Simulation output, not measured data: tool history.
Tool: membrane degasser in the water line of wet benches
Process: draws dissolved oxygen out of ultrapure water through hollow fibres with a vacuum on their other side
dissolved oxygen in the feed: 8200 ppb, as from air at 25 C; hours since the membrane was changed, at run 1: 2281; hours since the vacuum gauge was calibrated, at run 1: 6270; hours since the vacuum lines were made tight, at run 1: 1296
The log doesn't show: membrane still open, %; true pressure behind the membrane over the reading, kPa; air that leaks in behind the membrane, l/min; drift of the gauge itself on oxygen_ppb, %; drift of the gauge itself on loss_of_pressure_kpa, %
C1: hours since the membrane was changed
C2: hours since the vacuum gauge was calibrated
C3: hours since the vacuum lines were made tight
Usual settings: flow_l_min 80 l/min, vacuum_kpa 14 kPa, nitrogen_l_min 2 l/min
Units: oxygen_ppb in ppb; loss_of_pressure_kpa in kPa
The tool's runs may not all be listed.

run 1 hour=0 | flow_l_min=80 vacuum_kpa=14 nitrogen_l_min=2 | C1=2281 C2=6270 C3=1296 | oxygen_ppb=899 loss_of_pressure_kpa=65.44
run 2 hour=33.5 | flow_l_min=80 vacuum_kpa=14 nitrogen_l_min=2 | C1=2314 C2=6304 C3=1330 | oxygen_ppb=899.3 loss_of_pressure_kpa=65.62
run 3 hour=102.5 | flow_l_min=80 vacuum_kpa=14 nitrogen_l_min=1.05 | C1=2383 C2=6373 C3=1399 | oxygen_ppb=1366.2 loss_of_pressure_kpa=66.3
run 4 hour=148.4 | flow_l_min=80 vacuum_kpa=14 nitrogen_l_min=2 | C1=2429 C2=6419 C3=1444 | oxygen_ppb=911.3 loss_of_pressure_kpa=65.71
run 5 hour=210 | flow_l_min=80 vacuum_kpa=14 nitrogen_l_min=2 | C1=2491 C2=6480 C3=1506 | oxygen_ppb=901.2 loss_of_pressure_kpa=65.81
run 6 hour=256 | flow_l_min=80 vacuum_kpa=14 nitrogen_l_min=2 | C1=2537 C2=6526 C3=1552 | oxygen_ppb=908.7 loss_of_pressure_kpa=66.12
run 7 hour=321.3 | flow_l_min=80 vacuum_kpa=14 nitrogen_l_min=2 | C1=2602 C2=6592 C3=1617 | oxygen_ppb=897.3 loss_of_pressure_kpa=65.6
run 8 hour=382.7 | flow_l_min=80 vacuum_kpa=20 nitrogen_l_min=2 | C1=2663 C2=6653 C3=1679 | oxygen_ppb=1272.5 loss_of_pressure_kpa=65.54
run 9 hour=437.2 | flow_l_min=80 vacuum_kpa=14 nitrogen_l_min=3.99 | C1=2718 C2=6708 C3=1733 | oxygen_ppb=551.3 loss_of_pressure_kpa=65.53
run 10 hour=468.3 | flow_l_min=80 vacuum_kpa=14 nitrogen_l_min=3.99 | C1=2749 C2=6739 C3=1764 | oxygen_ppb=553.3 loss_of_pressure_kpa=65.93
run 11 hour=511.7 | flow_l_min=58 vacuum_kpa=23.6 nitrogen_l_min=1.08 | C1=2792 C2=6782 C3=1808 | oxygen_ppb=1771.4 loss_of_pressure_kpa=47.68
run 12 hour=559.1 | flow_l_min=58 vacuum_kpa=23.6 nitrogen_l_min=0.95 | C1=2840 C2=6829 C3=1855 | oxygen_ppb=1923.8 loss_of_pressure_kpa=47.45
run 13 hour=626.1 | flow_l_min=58 vacuum_kpa=23.6 nitrogen_l_min=0.95 | C1=2907 C2=6896 C3=1922 | oxygen_ppb=1914.5 loss_of_pressure_kpa=47.65
run 14 hour=692.7 | flow_l_min=80 vacuum_kpa=8.9 nitrogen_l_min=3.16 | C1=2974 C2=6963 C3=1989 | oxygen_ppb=406.6 loss_of_pressure_kpa=66.45
run 15 hour=731.8 | flow_l_min=80 vacuum_kpa=8.9 nitrogen_l_min=3.16 | C1=3013 C2=7002 C3=2028 | oxygen_ppb=409.8 loss_of_pressure_kpa=65.67
run 16 hour=796.1 | flow_l_min=80 vacuum_kpa=8.9 nitrogen_l_min=3.16 | C1=3077 C2=7067 C3=2092 | oxygen_ppb=408.9 loss_of_pressure_kpa=65.84
run 17 hour=827.5 | flow_l_min=114 vacuum_kpa=12 nitrogen_l_min=1.07 | C1=3108 C2=7098 C3=2124 | oxygen_ppb=1528.5 loss_of_pressure_kpa=93.91
run 18 hour=856.9 | flow_l_min=99 vacuum_kpa=14.8 nitrogen_l_min=3.3 | C1=3138 C2=7127 C3=2153 | oxygen_ppb=854.2 loss_of_pressure_kpa=81.33
run 19 hour=908.8 | flow_l_min=80 vacuum_kpa=13 nitrogen_l_min=2.64 | C1=3190 C2=7179 C3=2205 | oxygen_ppb=693.7 loss_of_pressure_kpa=65.99

3 ways to go on from here, each from the tool as it stands after run 19. What would each give?
run A hour=942.5 | flow_l_min=96 vacuum_kpa=13 nitrogen_l_min=2.64 | C1=3223 C2=7213 C3=2239 | oxygen_ppb=? loss_of_pressure_kpa=?
run B hour=942.5 | flow_l_min=80 vacuum_kpa=14.2 nitrogen_l_min=2.18 | C1=3223 C2=7213 C3=2239 | oxygen_ppb=? loss_of_pressure_kpa=?
run C hour=942.5 | flow_l_min=80 vacuum_kpa=13 nitrogen_l_min=3.49 | C1=3223 C2=7213 C3=2239 | oxygen_ppb=? loss_of_pressure_kpa=?

run=A oxygen_ppb=846.1 loss_of_pressure_kpa=79.02
run=B oxygen_ppb=872.9 loss_of_pressure_kpa=66.03
run=C oxygen_ppb=566.8 loss_of_pressure_kpa=66.2
Without the tool's hidden state the same runs would have given:
run=A oxygen_ppb=792.7 loss_of_pressure_kpa=77.09
run=B oxygen_ppb=823.7 loss_of_pressure_kpa=64.41
run=C oxygen_ppb=529 loss_of_pressure_kpa=64.59
